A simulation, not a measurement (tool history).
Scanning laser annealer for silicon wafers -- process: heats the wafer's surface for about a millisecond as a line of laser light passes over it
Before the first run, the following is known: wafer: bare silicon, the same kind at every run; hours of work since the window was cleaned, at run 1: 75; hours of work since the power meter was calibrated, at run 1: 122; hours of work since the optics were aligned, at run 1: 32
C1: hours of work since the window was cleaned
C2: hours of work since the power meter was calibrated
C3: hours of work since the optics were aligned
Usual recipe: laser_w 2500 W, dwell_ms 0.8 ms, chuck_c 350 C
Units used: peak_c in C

{"run": 1, "hour": 0.0, "laser_w": 2500, "dwell_ms": 0.8, "chuck_c": 350, "C1": 75, "C2": 122, "C3": 32, "peak_c": 1181}
{"run": 2, "hour": 20.9, "laser_w": 2500, "dwell_ms": 0.8, "chuck_c": 350, "C1": 87, "C2": 133, "C3": 43, "peak_c": 1176}
{"run": 3, "hour": 39.7, "laser_w": 2525, "dwell_ms": 0.8, "chuck_c": 350, "C1": 97, "C2": 143, "C3": 53, "peak_c": 1185}
{"run": 4, "hour": 57.4, "laser_w": 2525, "dwell_ms": 0.8, "chuck_c": 350, "C1": 107, "C2": 153, "C3": 63, "peak_c": 1185}
{"run": 5, "hour": 78.5, "laser_w": 2525, "dwell_ms": 0.8, "chuck_c": 331, "C1": 118, "C2": 165, "C3": 75, "peak_c": 1166}
{"run": 6, "hour": 89.4, "laser_w": 2525, "dwell_ms": 0.8, "chuck_c": 363, "C1": 124, "C2": 171, "C3": 81, "peak_c": 1196}
{"run": 7, "hour": 114.4, "laser_w": 2500, "dwell_ms": 0.8, "chuck_c": 356, "C1": 138, "C2": 184, "C3": 94, "peak_c": 1183}
{"run": 8, "hour": 131.1, "laser_w": 2500, "dwell_ms": 0.8, "chuck_c": 356, "C1": 147, "C2": 194, "C3": 104, "peak_c": 1179}
{"run": 9, "hour": 142.6, "laser_w": 2500, "dwell_ms": 0.8, "chuck_c": 350, "C1": 153, "C2": 200, "C3": 110, "peak_c": 1176}
{"run": 10, "hour": 167.5, "laser_w": 2500, "dwell_ms": 0.8, "chuck_c": 350, "C1": 167, "C2": 214, "C3": 124, "peak_c": 1169}
{"run": 11, "hour": 186.8, "laser_w": 2500, "dwell_ms": 0.8, "chuck_c": 350, "C1": 178, "C2": 224, "C3": 134, "peak_c": 1176}
{"run": 12, "hour": 208.0, "laser_w": 2220, "dwell_ms": 0.8, "chuck_c": 350, "C1": 189, "C2": 236, "C3": 146, "peak_c": 1070}
{"run": 13, "hour": 219.8, "laser_w": 2397, "dwell_ms": 0.8, "chuck_c": 350, "C1": 196, "C2": 242, "C3": 152, "peak_c": 1128}
{"run": 14, "hour": 238.2, "laser_w": 2500, "dwell_ms": 0.647, "chuck_c": 377, "C1": 206, "C2": 253, "C3": 162, "peak_c": 1107}
{"run": 15, "hour": 254.2, "laser_w": 2500, "dwell_ms": 0.946, "chuck_c": 377, "C1": 215, "C2": 261, "C3": 171, "peak_c": 1272}
{"run": 16, "hour": 270.0, "laser_w": 2713, "dwell_ms": 0.808, "chuck_c": 327, "C1": 224, "C2": 270, "C3": 180, "peak_c": 1233}
{"run": 17, "hour": 291.1, "laser_w": 2713, "dwell_ms": 0.956, "chuck_c": 352, "C1": 235, "C2": 282, "C3": 192, "peak_c": 1341}
{"run": 18, "hour": 307.4, "laser_w": 2637, "dwell_ms": 0.8, "chuck_c": 375, "C1": 244, "C2": 291, "C3": 201, "peak_c": 1245}
{"run": 19, "hour": 321.4, "laser_w": 2637, "dwell_ms": 0.8, "chuck_c": 375, "C1": 252, "C2": 298, "C3": 208, "peak_c": 1243}
{"run": 20, "hour": 338.9, "laser_w": 2639, "dwell_ms": 0.854, "chuck_c": 322, "C1": 261, "C2": 308, "C3": 218, "peak_c": 1220}
{"run": 21, "hour": 350.1, "laser_w": 2639, "dwell_ms": 0.854, "chuck_c": 322, "C1": 268, "C2": 314, "C3": 224, "peak_c": 1219}
{"run": 22, "hour": 373.7, "laser_w": 2639, "dwell_ms": 0.854, "chuck_c": 322, "C1": 281, "C2": 327, "C3": 237, "peak_c": 1218}
{"run": 23, "hour": 386.5, "laser_w": 2336, "dwell_ms": 0.814, "chuck_c": 351, "C1": 288, "C2": 334, "C3": 244, "peak_c": 1115}
{"run": 24, "hour": 400.5, "laser_w": 2680, "dwell_ms": 0.68, "chuck_c": 351, "C1": 295, "C2": 342, "C3": 252, "peak_c": 1162}
{"run": 25, "hour": 411.6, "laser_w": 2500, "dwell_ms": 0.825, "chuck_c": 344, "C1": 301, "C2": 348, "C3": 258, "peak_c": 1177}

Here are 5 independent what-if runs from the current tool condition. What would each one return?
{"run": "A", "hour": 425.3, "laser_w": 2200, "dwell_ms": 0.825, "chuck_c": 344, "C1": 309, "C2": 355, "C3": 265, "peak_c": "?"}
{"run": "B", "hour": 425.3, "laser_w": 2544, "dwell_ms": 0.851, "chuck_c": 339, "C1": 309, "C2": 355, "C3": 265, "peak_c": "?"}
{"run": "C", "hour": 425.3, "laser_w": 2500, "dwell_ms": 0.828, "chuck_c": 350, "C1": 309, "C2": 355, "C3": 265, "peak_c": "?"}
{"run": "D", "hour": 425.3, "laser_w": 2630, "dwell_ms": 0.973, "chuck_c": 326, "C1": 309, "C2": 355, "C3": 265, "peak_c": "?"}
{"run": "E", "hour": 425.3, "laser_w": 2269, "dwell_ms": 0.889, "chuck_c": 343, "C1": 309, "C2": 355, "C3": 265, "peak_c": "?"}

run=A peak_c=1060
run=B peak_c=1196
run=C peak_c=1178
run=D peak_c=1276
run=E peak_c=1116
The same runs, with their run-to-run variation unchanged, on a tool lacking any hidden condition would have given:
run=A peak_c=1078
run=B peak_c=1217
run=C peak_c=1198
run=D peak_c=1299
run=E peak_c=1135

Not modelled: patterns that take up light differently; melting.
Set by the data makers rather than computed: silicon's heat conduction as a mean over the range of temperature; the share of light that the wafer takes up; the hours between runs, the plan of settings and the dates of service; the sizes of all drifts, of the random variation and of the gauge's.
